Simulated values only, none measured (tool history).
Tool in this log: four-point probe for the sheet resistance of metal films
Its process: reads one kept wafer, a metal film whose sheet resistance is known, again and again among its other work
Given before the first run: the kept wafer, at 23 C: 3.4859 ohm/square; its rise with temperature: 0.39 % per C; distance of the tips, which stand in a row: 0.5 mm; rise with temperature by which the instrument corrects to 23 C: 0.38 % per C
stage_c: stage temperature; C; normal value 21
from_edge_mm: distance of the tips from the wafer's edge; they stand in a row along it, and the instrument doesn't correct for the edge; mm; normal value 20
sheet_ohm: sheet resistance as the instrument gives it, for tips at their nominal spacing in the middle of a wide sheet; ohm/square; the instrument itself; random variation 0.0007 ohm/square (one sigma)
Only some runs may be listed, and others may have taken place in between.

| run | day | stage_c | from_edge_mm | sheet_ohm |
|---|---|---|---|---|
| 1 | 0.000 | 21 | 20 | 3.487156 |
| 2 | 0.717 | 21 | 20 | 3.485965 |
| 3 | 1.225 | 21 | 40 | 3.485641 |
| 4 | 1.646 | 21 | 40 | 3.484634 |
| 5 | 2.033 | 21 | 57 | 3.486764 |
| 6 | 2.842 | 21 | 20 | 3.486172 |
| 7 | 3.496 | 21 | 20 | 3.485375 |
| 8 | 4.233 | 20 | 20 | 3.488010 |
| 9 | 4.958 | 20 | 20 | 3.486908 |
| 10 | 5.775 | 21 | 20 | 3.486161 |
| 11 | 6.392 | 21 | 20 | 3.487084 |
| 12 | 7.079 | 21 | 20 | 3.485858 |
| 13 | 7.629 | 25 | 20 | 3.487312 |
| 14 | 8.133 | 25 | 20 | 3.487201 |
| 15 | 8.846 | 33 | 20 | 3.488967 |
| 16 | 9.446 | 33 | 20 | 3.489049 |
| 17 | 10.233 | 33 | 20 | 3.489661 |
| 18 | 10.712 | 33 | 20 | 3.488952 |
| 19 | 11.412 | 33 | 20 | 3.490314 |
| 20 | 11.842 | 21 | 20 | 3.486831 |
| 21 | 12.571 | 21 | 51 | 3.485789 |
| 22 | 13.100 | 21 | 51 | 3.485793 |
| 23 | 13.900 | 21 | 51 | 3.485839 |
| 24 | 14.567 | 21 | 51 | 3.485825 |
| 25 | 15.121 | 18 | 55 | 3.485403 |
| 26 | 15.517 | 23 | 4 | 3.514011 |
| 27 | 16.125 | 27 | 12 | 3.490549 |
| 28 | 16.688 | 27 | 45 | 3.485700 |
| 29 | 17.371 | 30 | 29 | 3.487861 |
| 30 | 17.829 | 21 | 73 | 3.485971 |
| 31 | 18.283 | 24 | 6 | 3.499970 |
| 32 | 18.638 | 32 | 6 | 3.498430 |
| 33 | 19.283 | 19 | 18 | 3.486551 |
| 34 | 19.775 | 34 | 4 | 3.516899 |
| 35 | 20.579 | 25 | 72 | 3.486035 |
| 36 | 21.162 | 34 | 29 | 3.489944 |
| 37 | 21.812 | 34 | 29 | 3.488452 |
| 38 | 22.504 | 34 | 29 | 3.487846 |
| 39 | 22.850 | 30 | 14 | 3.489422 |
| 40 | 23.650 | 30 | 14 | 3.489782 |
| 41 | 24.092 | 21 | 5 | 3.504189 |
| 42 | 24.429 | 24 | 22 | 3.487307 |
| 43 | 25.067 | 24 | 22 | 3.488376 |
| 44 | 25.521 | 26 | 38 | 3.486454 |

Each row is a separate what-if for the run after 44, all from the same tool condition, not one after another. Results?
| A | 26.167 | 24 | 6 | ? |
| B | 26.167 | 19 | 59 | ? |
| C | 26.167 | 20 | 38 | ? |

| run | sheet_ohm |
|---|---|
| A | 3.498881 |
| B | 3.484174 |
| C | 3.485734 |
Without the tool's unlogged condition, the same runs would have read:
| run | sheet_ohm |
|---|---|
| A | 3.498726 |
| B | 3.484017 |
| C | 3.485578 |
